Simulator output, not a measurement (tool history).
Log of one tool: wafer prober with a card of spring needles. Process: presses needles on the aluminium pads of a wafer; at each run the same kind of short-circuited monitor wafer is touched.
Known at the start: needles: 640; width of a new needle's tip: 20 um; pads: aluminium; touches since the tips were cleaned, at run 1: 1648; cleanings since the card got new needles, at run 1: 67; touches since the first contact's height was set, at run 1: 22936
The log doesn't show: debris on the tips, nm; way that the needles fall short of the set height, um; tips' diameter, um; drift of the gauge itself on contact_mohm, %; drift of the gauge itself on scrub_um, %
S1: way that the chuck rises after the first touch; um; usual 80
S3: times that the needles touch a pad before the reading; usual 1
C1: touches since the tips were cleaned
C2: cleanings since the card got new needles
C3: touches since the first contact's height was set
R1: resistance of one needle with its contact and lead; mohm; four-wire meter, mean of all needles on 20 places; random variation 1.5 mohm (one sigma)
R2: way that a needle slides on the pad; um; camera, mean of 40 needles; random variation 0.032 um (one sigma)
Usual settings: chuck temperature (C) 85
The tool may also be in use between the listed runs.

{"run": 1, "hour": 0.0, "S1": 80, "chuck temperature (C)": 85, "S3": 1, "C1": 1648, "C2": 67, "C3": 22936, "R1": 138, "R2": 19.71}
{"hour": 4.5, "done": "tips cleaned on abrasive film"}
{"hour": 15.5, "done": "tips cleaned on abrasive film"}
{"run": 2, "hour": 22.6, "S1": 80, "chuck temperature (C)": 85, "S3": 1, "C1": 2658, "C2": 69, "C3": 31339, "R1": 141, "R2": 19.68}
{"hour": 26.6, "done": "tips cleaned on abrasive film"}
{"hour": 37.5, "done": "tips cleaned on abrasive film"}
{"run": 3, "hour": 38.3, "S1": 80, "chuck temperature (C)": 85, "S3": 1, "C1": 280, "C2": 71, "C3": 37105, "R1": 141, "R2": 19.68}
{"hour": 47.8, "done": "tips cleaned on abrasive film"}
{"hour": 58.3, "done": "tips cleaned on abrasive film"}
{"hour": 68.9, "done": "tips cleaned on abrasive film"}
{"run": 4, "hour": 70.5, "S1": 80, "chuck temperature (C)": 85, "S3": 1, "C1": 575, "C2": 74, "C3": 49053, "R1": 140, "R2": 19.68}
{"hour": 78.4, "done": "tips cleaned on abrasive film"}
{"hour": 88.3, "done": "tips cleaned on abrasive film"}
{"run": 5, "hour": 89.2, "S1": 80, "chuck temperature (C)": 85, "S3": 2, "C1": 360, "C2": 76, "C3": 55998, "R1": 141, "R2": 19.74}
{"hour": 98.1, "done": "tips cleaned on abrasive film"}
{"hour": 107.8, "done": "tips cleaned on abrasive film"}
{"hour": 118.2, "done": "tips cleaned on abrasive film"}
{"run": 6, "hour": 125.4, "S1": 80, "chuck temperature (C)": 85, "S3": 2, "C1": 2713, "C2": 79, "C3": 69429, "R1": 139, "R2": 19.69}
{"hour": 127.7, "done": "tips cleaned on abrasive film"}
{"hour": 137.4, "done": "tips cleaned on abrasive film"}
{"hour": 147.2, "done": "tips cleaned on abrasive film"}
{"run": 7, "hour": 155.2, "S1": 80, "chuck temperature (C)": 85, "S3": 2, "C1": 2984, "C2": 82, "C3": 80473, "R1": 140, "R2": 19.75}
{"hour": 157.5, "done": "tips cleaned on abrasive film"}
{"hour": 157.8, "done": "height of the first contact set anew"}
{"hour": 168.7, "done": "tips cleaned on abrasive film"}
{"hour": 178.8, "done": "tips cleaned on abrasive film"}
{"run": 8, "hour": 180.0, "S1": 80, "chuck temperature (C)": 85, "S3": 2, "C1": 467, "C2": 85, "C3": 8247, "R1": 139, "R2": 19.72}
{"hour": 188.0, "done": "tips cleaned on abrasive film"}
{"hour": 197.8, "done": "tips cleaned on abrasive film"}
{"run": 9, "hour": 203.0, "S1": 80, "chuck temperature (C)": 85, "S3": 1, "C1": 1939, "C2": 87, "C3": 16768, "R1": 141, "R2": 19.73}
{"hour": 207.4, "done": "tips cleaned on abrasive film"}
{"hour": 218.1, "done": "tips cleaned on abrasive film"}
{"hour": 229.1, "done": "tips cleaned on abrasive film"}
{"run": 10, "hour": 237.8, "S1": 80, "chuck temperature (C)": 85, "S3": 1, "C1": 3239, "C2": 90, "C3": 29679, "R1": 143, "R2": 19.79}
{"hour": 240.1, "done": "tips cleaned on abrasive film"}
{"hour": 250.5, "done": "tips cleaned on abrasive film"}
{"hour": 260.0, "done": "tips cleaned on abrasive film"}
{"run": 11, "hour": 260.0, "S1": 80, "chuck temperature (C)": 85, "S3": 1, "C1": 0, "C2": 93, "C3": 37883, "R1": 141, "R2": 19.82}
{"hour": 270.0, "done": "tips cleaned on abrasive film"}
{"hour": 279.0, "done": "tips cleaned on abrasive film"}
{"run": 12, "hour": 279.0, "S1": 80, "chuck temperature (C)": 85, "S3": 1, "C1": 0, "C2": 95, "C3": 44915, "R1": 140, "R2": 19.83}
{"hour": 287.8, "done": "tips cleaned on abrasive film"}
{"hour": 298.4, "done": "tips cleaned on abrasive film"}
{"run": 13, "hour": 304.7, "S1": 80, "chuck temperature (C)": 85, "S3": 1, "C1": 2361, "C2": 97, "C3": 54470, "R1": 142, "R2": 19.82}
{"hour": 308.6, "done": "tips cleaned on abrasive film"}
{"hour": 318.9, "done": "tips cleaned on abrasive film"}
{"run": 14, "hour": 322.5, "S1": 80, "chuck temperature (C)": 85, "S3": 1, "C1": 1336, "C2": 99, "C3": 61045, "R1": 142, "R2": 19.91}
{"hour": 328.9, "done": "tips cleaned on abrasive film"}
{"hour": 339.9, "done": "tips cleaned on abrasive film"}
{"hour": 350.2, "done": "tips cleaned on abrasive film"}
{"run": 15, "hour": 352.3, "S1": 80, "chuck temperature (C)": 85, "S3": 1, "C1": 783, "C2": 102, "C3": 72078, "R1": 141, "R2": 19.87}
{"hour": 360.9, "done": "tips cleaned on abrasive film"}
{"hour": 371.9, "done": "tips cleaned on abrasive film"}
{"hour": 378.8, "done": "height of the first contact set anew"}
{"hour": 381.6, "done": "tips cleaned on abrasive film"}
{"run": 16, "hour": 381.6, "S1": 80, "chuck temperature (C)": 85, "S3": 1, "C1": 0, "C2": 105, "C3": 1014, "R1": 141, "R2": 19.89}
{"hour": 392.6, "done": "tips cleaned on abrasive film"}
{"run": 17, "hour": 401.0, "S1": 85, "chuck temperature (C)": 85, "S3": 2, "C1": 3126, "C2": 106, "C3": 8233, "R1": 142, "R2": 21.08}
{"hour": 403.3, "done": "tips cleaned on abrasive film"}
{"hour": 413.7, "done": "tips cleaned on abrasive film"}
{"hour": 422.8, "done": "tips cleaned on abrasive film"}
{"hour": 432.6, "done": "tips cleaned on abrasive film"}
{"run": 18, "hour": 437.3, "S1": 91, "chuck temperature (C)": 106, "S3": 2, "C1": 1754, "C2": 110, "C3": 21658, "R1": 144, "R2": 22.62}
{"hour": 443.5, "done": "tips cleaned on abrasive film"}
{"hour": 454.2, "done": "tips cleaned on abrasive film"}
{"hour": 463.7, "done": "tips cleaned on abrasive film"}
{"run": 19, "hour": 470.7, "S1": 88, "chuck temperature (C)": 65, "S3": 2, "C1": 2630, "C2": 113, "C3": 34058, "R1": 134, "R2": 21.92}
{"hour": 473.0, "done": "tips cleaned on abrasive film"}
{"hour": 484.0, "done": "tips cleaned on abrasive film"}
{"hour": 494.1, "done": "tips cleaned on abrasive film"}
{"run": 20, "hour": 495.0, "S1": 86, "chuck temperature (C)": 99, "S3": 3, "C1": 323, "C2": 116, "C3": 43043, "R1": 143, "R2": 21.42}
{"hour": 503.8, "done": "tips cleaned on abrasive film"}
{"hour": 514.4, "done": "tips cleaned on abrasive film"}
{"hour": 524.0, "done": "tips cleaned on abrasive film"}
{"run": 21, "hour": 527.9, "S1": 80, "chuck temperature (C)": 51, "S3": 3, "C1": 1471, "C2": 119, "C3": 55249, "R1": 136, "R2": 19.91}
{"hour": 534.0, "done": "tips cleaned on abrasive film"}
{"hour": 544.5, "done": "tips cleaned on abrasive film"}
{"hour": 555.3, "done": "tips cleaned on abrasive film"}
{"run": 22, "hour": 557.0, "S1": 80, "chuck temperature (C)": 44, "S3": 2, "C1": 640, "C2": 122, "C3": 66014, "R1": 132, "R2": 19.94}
{"hour": 565.7, "done": "tips cleaned on abrasive film"}
{"hour": 576.4, "done": "tips cleaned on abrasive film"}
{"run": 23, "hour": 582.3, "S1": 65, "chuck temperature (C)": 54, "S3": 2, "C1": 2237, "C2": 124, "C3": 75437, "R1": 139, "R2": 16.22}
{"hour": 586.8, "done": "tips cleaned on abrasive film"}
{"hour": 597.8, "done": "tips cleaned on abrasive film"}
{"hour": 598.1, "done": "height of the first contact set anew"}
{"run": 24, "hour": 606.5, "S1": 95, "chuck temperature (C)": 54, "S3": 2, "C1": 3131, "C2": 126, "C3": 3131, "R1": 133, "R2": 23.76}
{"hour": 608.1, "done": "tips cleaned on abrasive film"}
{"hour": 618.4, "done": "tips cleaned on abrasive film"}
{"run": 25, "hour": 623.1, "S1": 80, "chuck temperature (C)": 37, "S3": 1, "C1": 1762, "C2": 128, "C3": 9280, "R1": 131, "R2": 20.03}
{"hour": 628.8, "done": "tips cleaned on abrasive film"}
{"hour": 639.5, "done": "tips cleaned on abrasive film"}
{"hour": 650.2, "done": "tips cleaned on abrasive film"}
{"run": 26, "hour": 653.6, "S1": 67, "chuck temperature (C)": 83, "S3": 2, "C1": 1287, "C2": 131, "C3": 20582, "R1": 144, "R2": 16.73}
{"hour": 660.3, "done": "tips cleaned on abrasive film"}
{"hour": 669.6, "done": "tips cleaned on abrasive film"}
{"run": 27, "hour": 669.6, "S1": 67, "chuck temperature (C)": 76, "S3": 3, "C1": 0, "C2": 133, "C3": 26501, "R1": 141, "R2": 16.79}
{"hour": 680.2, "done": "tips cleaned on abrasive film"}
{"run": 28, "hour": 684.8, "S1": 62, "chuck temperature (C)": 29, "S3": 2, "C1": 1709, "C2": 134, "C3": 32125, "R1": 137, "R2": 15.57}
{"hour": 691.1, "done": "tips cleaned on abrasive film"}
{"hour": 702.2, "done": "tips cleaned on abrasive film"}
{"hour": 712.5, "done": "tips cleaned on abrasive film"}
{"run": 29, "hour": 716.5, "S1": 69, "chuck temperature (C)": 68, "S3": 3, "C1": 1481, "C2": 137, "C3": 43886, "R1": 143, "R2": 17.3}

Forecast each of these 4 alternatives for the next run:
{"hour": 722.7, "done": "tips cleaned on abrasive film"}
{"hour": 731.7, "done": "tips cleaned on abrasive film"}
{"run": "A", "hour": 731.7, "S1": 81, "chuck temperature (C)": 85, "S3": 1, "C1": 0, "C2": 139, "C3": 49504, "R1": "?", "R2": "?"}
{"hour": 722.7, "done": "tips cleaned on abrasive film"}
{"hour": 731.7, "done": "tips cleaned on abrasive film"}
{"run": "B", "hour": 731.7, "S1": 92, "chuck temperature (C)": 68, "S3": 2, "C1": 0, "C2": 139, "C3": 49504, "R1": "?", "R2": "?"}
{"hour": 722.7, "done": "tips cleaned on abrasive film"}
{"hour": 731.7, "done": "tips cleaned on abrasive film"}
{"run": "C", "hour": 731.7, "S1": 93, "chuck temperature (C)": 85, "S3": 2, "C1": 0, "C2": 139, "C3": 49504, "R1": "?", "R2": "?"}
{"hour": 722.7, "done": "tips cleaned on abrasive film"}
{"hour": 731.7, "done": "tips cleaned on abrasive film"}
{"run": "D", "hour": 731.7, "S1": 80, "chuck temperature (C)": 80, "S3": 1, "C1": 0, "C2": 139, "C3": 49504, "R1": "?", "R2": "?"}

run=A R1=144 R2=20.28
run=B R1=138 R2=23.05
run=C R1=139 R2=23.32
run=D R1=140 R2=20.04
Without the tool's hidden state the same runs would have given:
run=A R1=144 R2=19.87
run=B R1=138 R2=22.58
run=C R1=139 R2=22.85
run=D R1=140 R2=19.64

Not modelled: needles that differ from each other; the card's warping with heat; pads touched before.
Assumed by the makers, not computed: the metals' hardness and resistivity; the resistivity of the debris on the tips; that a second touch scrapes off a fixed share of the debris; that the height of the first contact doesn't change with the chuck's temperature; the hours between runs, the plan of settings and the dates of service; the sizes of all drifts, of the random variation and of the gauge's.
